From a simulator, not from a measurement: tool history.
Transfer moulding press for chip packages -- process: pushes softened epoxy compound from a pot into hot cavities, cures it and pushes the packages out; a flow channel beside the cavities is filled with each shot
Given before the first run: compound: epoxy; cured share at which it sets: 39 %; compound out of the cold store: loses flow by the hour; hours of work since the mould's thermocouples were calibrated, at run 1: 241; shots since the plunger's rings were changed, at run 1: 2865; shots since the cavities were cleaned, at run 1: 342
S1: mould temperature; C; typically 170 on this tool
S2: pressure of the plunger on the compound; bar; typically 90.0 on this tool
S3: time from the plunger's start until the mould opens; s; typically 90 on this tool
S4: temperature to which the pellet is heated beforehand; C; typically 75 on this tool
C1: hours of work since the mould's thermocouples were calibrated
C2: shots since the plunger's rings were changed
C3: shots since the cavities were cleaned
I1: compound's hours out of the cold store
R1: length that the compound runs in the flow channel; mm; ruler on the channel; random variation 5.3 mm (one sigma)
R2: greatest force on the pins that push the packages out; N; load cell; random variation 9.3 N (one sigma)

{"run": 1, "hour": 0.0, "S1": 170, "S2": 90.0, "S3": 90, "S4": 75, "C1": 241, "C2": 2865, "C3": 342, "I1": 15.3, "R1": 537, "R2": 533}
{"hour": 25.7, "done": "cavities cleaned with cleaning compound and waxed"}
{"run": 2, "hour": 53.8, "S1": 170, "S2": 90.0, "S3": 90, "S4": 75, "C1": 264, "C2": 3369, "C3": 270, "I1": 40.2, "R1": 491, "R2": 678}
{"hour": 86.3, "done": "cavities cleaned with cleaning compound and waxed"}
{"run": 3, "hour": 98.5, "S1": 170, "S2": 90.0, "S3": 90, "S4": 75, "C1": 283, "C2": 3785, "C3": 117, "I1": 12.6, "R1": 535, "R2": 494}
{"hour": 145.1, "done": "cavities cleaned with cleaning compound and waxed"}
{"run": 4, "hour": 164.7, "S1": 170, "S2": 91.8, "S3": 90, "S4": 75, "C1": 311, "C2": 4408, "C3": 189, "I1": 23.1, "R1": 526, "R2": 477}
{"hour": 206.0, "done": "cavities cleaned with cleaning compound and waxed"}
{"run": 5, "hour": 251.5, "S1": 170, "S2": 91.8, "S3": 90, "S4": 75, "C1": 349, "C2": 5230, "C3": 439, "I1": 26.0, "R1": 507, "R2": 568}
{"hour": 259.0, "done": "mould's thermocouples calibrated"}
{"hour": 267.3, "done": "cavities cleaned with cleaning compound and waxed"}
{"run": 6, "hour": 316.6, "S1": 167, "S2": 91.8, "S3": 90, "S4": 75, "C1": 25, "C2": 5823, "C3": 475, "I1": 42.0, "R1": 478, "R2": 632}
{"hour": 328.8, "done": "cavities cleaned with cleaning compound and waxed"}
{"hour": 386.0, "done": "cavities cleaned with cleaning compound and waxed"}
{"run": 7, "hour": 393.8, "S1": 167, "S2": 91.8, "S3": 90, "S4": 75, "C1": 57, "C2": 6537, "C3": 75, "I1": 19.5, "R1": 526, "R2": 521}
{"hour": 406.3, "done": "cavities cleaned with cleaning compound and waxed, once more"}
{"hour": 408.8, "done": "plunger's sealing rings changed"}
{"run": 8, "hour": 461.3, "S1": 167, "S2": 91.8, "S3": 116, "S4": 75, "C1": 85, "C2": 506, "C3": 506, "I1": 14.5, "R1": 573, "R2": 544}
{"hour": 469.9, "done": "cavities cleaned with cleaning compound and waxed"}
{"run": 9, "hour": 524.2, "S1": 167, "S2": 91.8, "S3": 116, "S4": 75, "C1": 113, "C2": 1097, "C3": 523, "I1": 48.0, "R1": 506, "R2": 567}
{"hour": 533.8, "done": "cavities cleaned with cleaning compound and waxed"}
{"run": 10, "hour": 571.3, "S1": 177, "S2": 90.0, "S3": 90, "S4": 75, "C1": 133, "C2": 1535, "C3": 361, "I1": 47.1, "R1": 475, "R2": 495}
{"hour": 592.0, "done": "cavities cleaned with cleaning compound and waxed"}
{"hour": 649.4, "done": "cavities cleaned with cleaning compound and waxed"}
{"run": 11, "hour": 651.0, "S1": 178, "S2": 84.0, "S3": 91, "S4": 76, "C1": 166, "C2": 2274, "C3": 15, "I1": 20.7, "R1": 497, "R2": 403}
{"hour": 707.0, "done": "cavities cleaned with cleaning compound and waxed"}
{"run": 12, "hour": 713.4, "S1": 171, "S2": 99.1, "S3": 101, "S4": 66, "C1": 193, "C2": 2860, "C3": 61, "I1": 27.1, "R1": 536, "R2": 411}
{"hour": 767.2, "done": "cavities cleaned with cleaning compound and waxed"}
{"run": 13, "hour": 769.7, "S1": 171, "S2": 99.1, "S3": 76, "S4": 70, "C1": 217, "C2": 3388, "C3": 24, "I1": 36.8, "R1": 514, "R2": 483}
{"run": 14, "hour": 819.5, "S1": 177, "S2": 101.5, "S3": 120, "S4": 80, "C1": 239, "C2": 3868, "C3": 504, "I1": 30.7, "R1": 517, "R2": 545}
{"hour": 827.4, "done": "cavities cleaned with cleaning compound and waxed"}
{"run": 15, "hour": 876.0, "S1": 177, "S2": 101.5, "S3": 120, "S4": 80, "C1": 264, "C2": 4398, "C3": 468, "I1": 8.7, "R1": 556, "R2": 535}
{"hour": 884.9, "done": "cavities cleaned with cleaning compound and waxed"}
{"run": 16, "hour": 932.6, "S1": 170, "S2": 85.2, "S3": 90, "S4": 76, "C1": 288, "C2": 4928, "C3": 460, "I1": 32.9, "R1": 477, "R2": 578}
{"hour": 948.9, "done": "cavities cleaned with cleaning compound and waxed"}
{"hour": 1007.2, "done": "cavities cleaned with cleaning compound and waxed"}
{"run": 17, "hour": 1012.4, "S1": 172, "S2": 85.2, "S3": 90, "S4": 76, "C1": 322, "C2": 5667, "C3": 49, "I1": 36.9, "R1": 469, "R2": 421}

For each entry between runs, how does the tool's hidden state at the last listed run before it compare with that at the first listed run after it?
Run 1 -> run 2: cavities cleaned with cleaning compound and waxed (hour 25.7)
  true mould temperature over the reading, C: 0.5 -> 0.54; pressure that reaches the compound, % of what is set: 93.56 -> 92.47; grip of the stained cavities, % over clean ones': 28.9 -> 68.8
  measured result minus the result with no hidden state, R1: -19 -> -20 mm; R2: +113 -> +273 N
Run 2 -> run 3: cavities cleaned with cleaning compound and waxed (hour 86.3)
  true mould temperature over the reading, C: 0.54 -> 0.58; pressure that reaches the compound, % of what is set: 92.47 -> 91.66; grip of the stained cavities, % over clean ones': 68.8 -> 15.6
  measured result minus the result with no hidden state, R1: -20 -> -25 mm; R2: +273 -> +60 N
Run 3 -> run 4: cavities cleaned with cleaning compound and waxed (hour 145.1)
  true mould temperature over the reading, C: 0.58 -> 0.63; pressure that reaches the compound, % of what is set: 91.66 -> 90.37; grip of the stained cavities, % over clean ones': 15.6 -> 16.8
  measured result minus the result with no hidden state, R1: -25 -> -29 mm; R2: +60 -> +61 N
Run 4 -> run 5: cavities cleaned with cleaning compound and waxed (hour 206.0)
  true mould temperature over the reading, C: 0.63 -> 0.7; pressure that reaches the compound, % of what is set: 90.37 -> 88.58; grip of the stained cavities, % over clean ones': 16.8 -> 35.8
  measured result minus the result with no hidden state, R1: -29 -> -33 mm; R2: +61 -> +142 N
Run 5 -> run 6: mould's thermocouples calibrated (hour 259.0); cavities cleaned with cleaning compound and waxed (hour 267.3)
  true mould temperature over the reading, C: 0.7 -> 0.11; pressure that reaches the compound, % of what is set: 88.58 -> 87.36; grip of the stained cavities, % over clean ones': 35.8 -> 38.5
  measured result minus the result with no hidden state, R1: -33 -> -34 mm; R2: +142 -> +174 N
Run 6 -> run 7: cavities cleaned with cleaning compound and waxed (hour 328.8); cavities cleaned with cleaning compound and waxed (hour 386.0)
  true mould temperature over the reading, C: 0.11 -> 0.16; pressure that reaches the compound, % of what is set: 87.36 -> 85.9; grip of the stained cavities, % over clean ones': 38.5 -> 10.9
  measured result minus the result with no hidden state, R1: -34 -> -41 mm; R2: +174 -> +48 N
Run 7 -> run 8: cavities cleaned with cleaning compound and waxed, once more (hour 406.3); plunger's sealing rings changed (hour 408.8)
  true mould temperature over the reading, C: 0.16 -> 0.21; pressure that reaches the compound, % of what is set: 85.9 -> 98.68; grip of the stained cavities, % over clean ones': 10.9 -> 40
  measured result minus the result with no hidden state, R1: -41 -> -5 mm; R2: +48 -> +154 N
Run 8 -> run 9: cavities cleaned with cleaning compound and waxed (hour 469.9)
  true mould temperature over the reading, C: 0.21 -> 0.26; pressure that reaches the compound, % of what is set: 98.68 -> 97.5; grip of the stained cavities, % over clean ones': 40 -> 43.3
  measured result minus the result with no hidden state, R1: -5 -> -7 mm; R2: +154 -> +171 N
Run 9 -> run 10: cavities cleaned with cleaning compound and waxed (hour 533.8)
  true mould temperature over the reading, C: 0.26 -> 0.29; pressure that reaches the compound, % of what is set: 97.5 -> 96.52; grip of the stained cavities, % over clean ones': 43.3 -> 34.8
  measured result minus the result with no hidden state, R1: -7 -> -9 mm; R2: +171 -> +127 N
Run 10 -> run 11: cavities cleaned with cleaning compound and waxed (hour 592.0); cavities cleaned with cleaning compound and waxed (hour 649.4)
  true mould temperature over the reading, C: 0.29 -> 0.35; pressure that reaches the compound, % of what is set: 96.52 -> 94.91; grip of the stained cavities, % over clean ones': 34.8 -> 5.7
  measured result minus the result with no hidden state, R1: -9 -> -13 mm; R2: +127 -> +22 N
Run 11 -> run 12: cavities cleaned with cleaning compound and waxed (hour 707.0)
  true mould temperature over the reading, C: 0.35 -> 0.4; pressure that reaches the compound, % of what is set: 94.91 -> 93.71; grip of the stained cavities, % over clean ones': 5.7 -> 7.9
  measured result minus the result with no hidden state, R1: -13 -> -18 mm; R2: +22 -> +29 N
Run 12 -> run 13: cavities cleaned with cleaning compound and waxed (hour 767.2)
  true mould temperature over the reading, C: 0.4 -> 0.44; pressure that reaches the compound, % of what is set: 93.71 -> 92.56; grip of the stained cavities, % over clean ones': 7.9 -> 3.5
  measured result minus the result with no hidden state, R1: -18 -> -21 mm; R2: +29 -> +7 N
Run 14 -> run 15: cavities cleaned with cleaning compound and waxed (hour 827.4)
  true mould temperature over the reading, C: 0.48 -> 0.53; pressure that reaches the compound, % of what is set: 91.48 -> 90.31; grip of the stained cavities, % over clean ones': 41.4 -> 38.5
  measured result minus the result with no hidden state, R1: -24 -> -30 mm; R2: +158 -> +149 N
Run 15 -> run 16: cavities cleaned with cleaning compound and waxed (hour 884.9)
  true mould temperature over the reading, C: 0.53 -> 0.57; pressure that reaches the compound, % of what is set: 90.31 -> 89.19; grip of the stained cavities, % over clean ones': 38.5 -> 37.6
  measured result minus the result with no hidden state, R1: -30 -> -29 mm; R2: +149 -> +151 N
Run 16 -> run 17: cavities cleaned with cleaning compound and waxed (hour 948.9); cavities cleaned with cleaning compound and waxed (hour 1007.2)
  true mould temperature over the reading, C: 0.57 -> 0.63; pressure that reaches the compound, % of what is set: 89.19 -> 87.71; grip of the stained cavities, % over clean ones': 37.6 -> 7.8
  measured result minus the result with no hidden state, R1: -29 -> -33 mm; R2: +151 -> +26 N
